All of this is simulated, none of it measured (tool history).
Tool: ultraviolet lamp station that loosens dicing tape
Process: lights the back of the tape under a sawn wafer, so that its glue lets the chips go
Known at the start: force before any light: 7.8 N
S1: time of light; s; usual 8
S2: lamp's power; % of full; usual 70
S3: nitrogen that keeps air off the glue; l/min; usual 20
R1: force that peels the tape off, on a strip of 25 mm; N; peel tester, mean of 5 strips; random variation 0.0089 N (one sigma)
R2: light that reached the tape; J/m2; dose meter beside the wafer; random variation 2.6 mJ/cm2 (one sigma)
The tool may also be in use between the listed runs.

Run 1, day 0.000: usual settings. Result: R1 0.732 N, R2 2510 J/m2.
Run 2, day 0.858: usual settings. Result: R1 0.731 N, R2 2470 J/m2.
Run 3, day 1.342: usual settings but S2 86 % of full. Result: R1 0.502 N, R2 3010 J/m2.
Run 4, day 2.046: usual settings but S2 86 % of full. Result: R1 0.502 N, R2 2950 J/m2.
Run 5, day 2.862: usual settings but S3 14 l/min. Result: R1 1.060 N, R2 2390 J/m2.
Run 6, day 3.433: usual settings but S3 14 l/min. Result: R1 1.109 N, R2 2350 J/m2.
Run 7, day 3.942: usual settings but S2 81 % of full, S3 14 l/min. Result: R1 0.854 N, R2 2760 J/m2.
Run 8, day 4.400: usual settings but S2 81 % of full, S3 9 l/min. Result: R1 1.207 N, R2 2680 J/m2.
Run 9, day 4.783: usual settings but S2 81 % of full, S3 9 l/min. Result: R1 1.283 N, R2 2650 J/m2.
Run 10, day 5.442: usual settings but S3 13 l/min. Result: R1 1.214 N, R2 2290 J/m2.
Run 11, day 5.892: usual settings. Result: R1 0.859 N, R2 2250 J/m2.
Run 12, day 6.400: usual settings but S3 8 l/min. Result: R1 1.775 N, R2 2230 J/m2.
Run 13, day 7.112: usual settings but S3 8 l/min. Result: R1 1.887 N, R2 2200 J/m2.
Run 14, day 7.633: usual settings but S3 23 l/min. Result: R1 0.839 N, R2 2220 J/m2.
Run 15, day 8.308: usual settings but S3 23 l/min. Result: R1 0.870 N, R2 2130 J/m2.
Run 16, day 9.158: usual settings but S3 23 l/min. Result: R1 0.906 N, R2 2100 J/m2.
Run 17, day 9.629: usual settings but S3 23 l/min. Result: R1 0.917 N, R2 2120 J/m2.
Run 18, day 10.208: usual settings but S3 23 l/min. Result: R1 0.952 N, R2 2070 J/m2.
Run 19, day 10.917: usual settings. Result: R1 1.091 N, R2 2060 J/m2.
Run 20, day 11.625: usual settings but S2 62 % of full. Result: R1 1.356 N, R2 1770 J/m2.
Run 21, day 12.317: usual settings but S2 62 % of full. Result: R1 1.412 N, R2 1740 J/m2.
Run 22, day 12.862: usual settings but S3 10 l/min. Result: R1 1.847 N, R2 1980 J/m2.
Run 23, day 13.458: usual settings but S3 31 l/min. Result: R1 0.885 N, R2 1910 J/m2.
Run 24, day 13.875: usual settings but S1 10 s, S3 31 l/min. Result: R1 0.569 N, R2 2400 J/m2.
At day 14.404: lamp changed.
Run 25, day 14.433: usual settings but S1 10 s, S3 31 l/min. Result: R1 0.254 N, R2 3610 J/m2.
Run 26, day 15.058: usual settings but S1 6 s, S2 61 % of full, S3 8 l/min. Result: R1 2.283 N, R2 1830 J/m2.
Run 27, day 15.712: usual settings but S1 6 s, S2 61 % of full, S3 8 l/min. Result: R1 2.319 N, R2 1850 J/m2.
Run 28, day 16.075: usual settings but S1 4 s, S3 11 l/min. Result: R1 2.703 N, R2 1390 J/m2.
At day 16.600: window cleaned of glue's vapour.
Run 29, day 16.692: usual settings but S1 6 s, S2 67 % of full, S3 13 l/min. Result: R1 1.174 N, R2 2350 J/m2.
Run 30, day 17.162: usual settings. Result: R1 0.404 N, R2 3310 J/m2.
Run 31, day 17.525: usual settings but S1 5 s, S2 71 % of full, S3 28 l/min. Result: R1 0.818 N, R2 2100 J/m2.
Run 32, day 17.958: usual settings but S1 5 s, S2 71 % of full, S3 28 l/min. Result: R1 0.805 N, R2 2030 J/m2.
Run 33, day 18.508: usual settings but S1 5 s, S2 71 % of full, S3 28 l/min. Result: R1 0.847 N, R2 2020 J/m2.
Run 34, day 19.304: usual settings but S1 6 s, S3 18 l/min. Result: R1 0.851 N, R2 2370 J/m2.
Run 35, day 19.954: usual settings but S1 6 s, S3 18 l/min. Result: R1 0.895 N, R2 2340 J/m2.
Run 36, day 20.671: usual settings but S1 15 s, S2 93 % of full. Result: R1 0.175 N, R2 7700 J/m2.
Run 37, day 21.046: usual settings but S3 19 l/min. Result: R1 0.490 N, R2 3070 J/m2.
Run 38, day 21.654: usual settings but S1 10 s, S2 91 % of full. Result: R1 0.208 N, R2 4930 J/m2.
Run 39, day 22.250: usual settings but S3 9 l/min. Result: R1 0.957 N, R2 3030 J/m2.
Run 40, day 22.850: usual settings but S2 71 % of full, S3 9 l/min. Result: R1 0.969 N, R2 3030 J/m2.
Run 41, day 23.275: usual settings but S2 71 % of full, S3 9 l/min. Result: R1 0.972 N, R2 3020 J/m2.
Run 42, day 24.000: usual settings but S1 5 s, S2 78 % of full, S3 39 l/min. Result: R1 0.665 N, R2 2030 J/m2.
Run 43, day 24.633: usual settings but S1 6 s, S2 66 % of full, S3 11 l/min. Result: R1 1.559 N, R2 2070 J/m2.

Forecast each of these 4 alternatives for the next run:
Run A, day 25.392: usual settings but S1 9 s, S2 66 % of full, S3 11 l/min. Result: R1 ?, R2 ?.
Run B, day 25.392: usual settings but S1 6 s, S2 95 % of full, S3 11 l/min. Result: R1 ?, R2 ?.
Run C, day 25.392: usual settings but S1 14 s, S3 18 l/min. Result: R1 ?, R2 ?.
Run D, day 25.392: usual settings but S1 7 s, S2 66 % of full, S3 10 l/min. Result: R1 ?, R2 ?.

run     R1    R2
  A  0.807  3040
  B  0.854  2950
  C  0.227  4990
  D  1.428  2380
Without the tool's hidden state the same runs would have given:
run     R1    R2
  A  0.551  3660
  B  0.584  3560
  C  0.193  6020
  D  1.033  2870
